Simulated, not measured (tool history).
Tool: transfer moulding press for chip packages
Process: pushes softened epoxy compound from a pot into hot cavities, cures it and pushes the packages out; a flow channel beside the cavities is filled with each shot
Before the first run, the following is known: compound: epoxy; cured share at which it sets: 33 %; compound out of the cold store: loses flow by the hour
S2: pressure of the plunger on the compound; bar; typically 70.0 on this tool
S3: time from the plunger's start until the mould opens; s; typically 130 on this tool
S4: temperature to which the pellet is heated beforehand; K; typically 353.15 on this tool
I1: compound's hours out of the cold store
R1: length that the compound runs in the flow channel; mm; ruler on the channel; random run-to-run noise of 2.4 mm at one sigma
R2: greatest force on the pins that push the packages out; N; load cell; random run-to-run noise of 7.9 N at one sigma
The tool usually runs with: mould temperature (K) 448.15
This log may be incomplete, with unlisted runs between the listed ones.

Run 1, hour 0.0: usual settings; I1 23.8. Result: R1 496 mm, R2 505 N.
At hour 3.9: cavities cleaned with cleaning compound and waxed.
Run 2, hour 26.5: usual settings; I1 25.9. Result: R1 488 mm, R2 446 N.
Run 3, hour 55.5: usual settings; I1 24.3. Result: R1 493 mm, R2 475 N.
At hour 73.2: cavities cleaned with cleaning compound and waxed.
Run 4, hour 78.2: usual settings; I1 39.3. Result: R1 462 mm, R2 343 N.
Run 5, hour 101.4: usual settings; I1 26.7. Result: R1 483 mm, R2 431 N.
Run 6, hour 121.2: usual settings; I1 32.8. Result: R1 470 mm, R2 480 N.
At hour 141.3: cavities cleaned with cleaning compound and waxed.
Run 7, hour 156.2: usual settings; I1 10.0. Result: R1 515 mm, R2 430 N.
Run 8, hour 172.3: usual settings but S2 78.7 bar; I1 13.1. Result: R1 531 mm, R2 466 N.
Run 9, hour 192.1: usual settings but S4 347.15 K; I1 41.1. Result: R1 449 mm, R2 488 N.
At hour 210.9: cavities cleaned with cleaning compound and waxed.
Run 10, hour 228.3: usual settings but S4 363.15 K; I1 8.1. Result: R1 513 mm, R2 416 N.
Run 11, hour 253.9: usual settings but S4 363.15 K; I1 10.4. Result: R1 504 mm, R2 481 N.
Run 12, hour 272.0: usual settings but S4 363.15 K; I1 16.5. Result: R1 490 mm, R2 486 N.
At hour 278.8: cavities cleaned with cleaning compound and waxed.
Run 13, hour 309.8: usual settings but S4 363.15 K; I1 15.6. Result: R1 493 mm, R2 433 N.
Run 14, hour 331.5: usual settings but S4 363.15 K; I1 41.4. Result: R1 436 mm, R2 470 N.
At hour 346.8: cavities cleaned with cleaning compound and waxed.
At hour 351.2: mould's thermocouples calibrated.
Run 15, hour 362.4: usual settings but S4 361.15 K; I1 22.4. Result: R1 471 mm, R2 409 N.
At hour 371.6: plunger's sealing rings changed.
Run 16, hour 391.1: usual settings but mould temperature (K) 453.15, S4 351.15 K; I1 28.4. Result: R1 491 mm, R2 397 N.
Run 17, hour 414.5: usual settings but S2 61.5 bar, S3 133 s, S4 344.15 K; I1 46.1. Result: R1 427 mm, R2 495 N.
At hour 420.5: cavities cleaned with cleaning compound and waxed.
Run 18, hour 437.6: usual settings but S4 345.15 K; I1 10.9. Result: R1 528 mm, R2 429 N.
Run 19, hour 473.1: usual settings but mould temperature (K) 453.15, S2 57.6 bar, S3 154 s, S4 351.15 K; I1 37.2. Result: R1 423 mm, R2 401 N.
At hour 488.1: cavities cleaned with cleaning compound and waxed.
Run 20, hour 502.1: usual settings but mould temperature (K) 444.15, S2 57.6 bar, S3 154 s, S4 345.15 K; I1 22.4. Result: R1 458 mm, R2 405 N.
Run 21, hour 527.9: usual settings but mould temperature (K) 444.15, S2 57.6 bar, S3 164 s, S4 345.15 K; I1 17.1. Result: R1 467 mm, R2 425 N.
Run 22, hour 547.5: usual settings but mould temperature (K) 445.15, S3 121 s, S4 352.15 K; I1 33.9. Result: R1 476 mm, R2 677 N.
At hour 556.8: cavities cleaned with cleaning compound and waxed.
Run 23, hour 582.9: usual settings but S2 72.3 bar, S3 120 s, S4 347.15 K; I1 13.8. Result: R1 520 mm, R2 554 N.
Run 24, hour 604.3: usual settings but S2 71.4 bar, S3 125 s, S4 350.15 K; I1 41.6. Result: R1 458 mm, R2 503 N.
At hour 624.9: cavities cleaned with cleaning compound and waxed.
Run 25, hour 639.9: usual settings but mould temperature (K) 454.15, S4 355.15 K; I1 40.5. Result: R1 445 mm, R2 339 N.
Run 26, hour 674.2: usual settings but mould temperature (K) 451.15, S4 346.15 K; I1 32.8. Result: R1 460 mm, R2 430 N.
At hour 693.4: cavities cleaned with cleaning compound and waxed.
Run 27, hour 710.3: usual settings but S3 143 s, S4 352.15 K; I1 28.8. Result: R1 469 mm, R2 362 N.
Run 28, hour 733.4: usual settings but S2 78.5 bar, S3 147 s, S4 358.15 K; I1 38.2. Result: R1 473 mm, R2 406 N.

For some of the steps in R1 from one run to the next: how much would appear even if the tool had no hidden state, given the settings, what came in and random variation, and how much remains for the hidden state plus any gauge scatter that the measured result and the result without hidden state don't share?
Hidden state present: true mould temperature over the reading, C; pressure that reaches the compound, % of what is set; grip of the stained cavities, % over clean ones'; drift of the gauge itself on flow_mm, %; drift of the gauge itself on push_out_n, %.
Run 9 -> 10: S4 347.15 -> 363.15, cavities cleaned with cleaning compound and waxed. R1 +64 mm: hidden state -6, all else +70.
Run 15 -> 16: mould temperature (K) 448.15 -> 453.15, S4 361.15 -> 351.15, plunger's sealing rings changed. R1 +20 mm: hidden state +34, all else -14.
Run 17 -> 18: S2 61.5 -> 70.0, S3 133 -> 130, S4 344.15 -> 345.15, cavities cleaned with cleaning compound and waxed. R1 +101 mm: hidden state -2, all else +103.
Run 18 -> 19: mould temperature (K) 448.15 -> 453.15, S2 70.0 -> 57.6, S3 130 -> 154, S4 345.15 -> 351.15. R1 -105 mm: hidden state -1, all else -104.
